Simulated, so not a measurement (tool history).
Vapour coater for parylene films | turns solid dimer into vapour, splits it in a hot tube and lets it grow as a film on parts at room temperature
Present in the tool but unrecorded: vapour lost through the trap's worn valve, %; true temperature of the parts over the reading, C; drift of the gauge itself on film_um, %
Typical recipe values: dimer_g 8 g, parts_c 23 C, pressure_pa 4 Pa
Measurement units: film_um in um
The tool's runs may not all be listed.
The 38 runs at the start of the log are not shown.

| run | hour | dimer_g | parts_c | pressure_pa | hours of work since the trap's valve was overhauled | hours of work since the table's thermometer was calibrated | film_um |
|---|---|---|---|---|---|---|---|
| 39 | 446.7 | 7 | 25 | 4 | 185 | 578 | 3.55 |
| 40 | 460.4 | 5 | 21 | 3.44 | 193 | 586 | 2.74 |
| 41 | 474.4 | 12 | 22 | 4.02 | 202 | 595 | 6.38 |
| 42 | 487.7 | 12 | 22 | 4.02 | 210 | 604 | 6.48 |
| 43 | 497.1 | 5 | 34 | 7.6 | 216 | 610 | 2.02 |
| 44 | 512.3 | 4 | 20 | 5.41 | 226 | 619 | 2.19 |
| 45 | 526.5 | 4 | 20 | 5.41 | 235 | 628 | 2.17 |
| 46 | 536 | 8 | 15 | 10.76 | 241 | 634 | 4.54 |
| 47 | 550.2 | 8 | 27 | 5.74 | 250 | 643 | 3.79 |

What if the next run were any one of these 3? Each begins from the tool's condition after run 47:
| A | 558.9 | 11 | 23 | 4.03 | 255 | 648 | ? |
| B | 558.9 | 11 | 20 | 5.97 | 255 | 648 | ? |
| C | 558.9 | 8 | 22 | 5.74 | 255 | 648 | ? |

| run | film_um |
|---|---|
| A | 5.76 |
| B | 5.98 |
| C | 4.15 |
The same runs, with their run-to-run variation unchanged, on a tool lacking any hidden condition would have given:
| run | film_um |
|---|---|
| A | 5.98 |
| B | 6.21 |
| C | 4.31 |
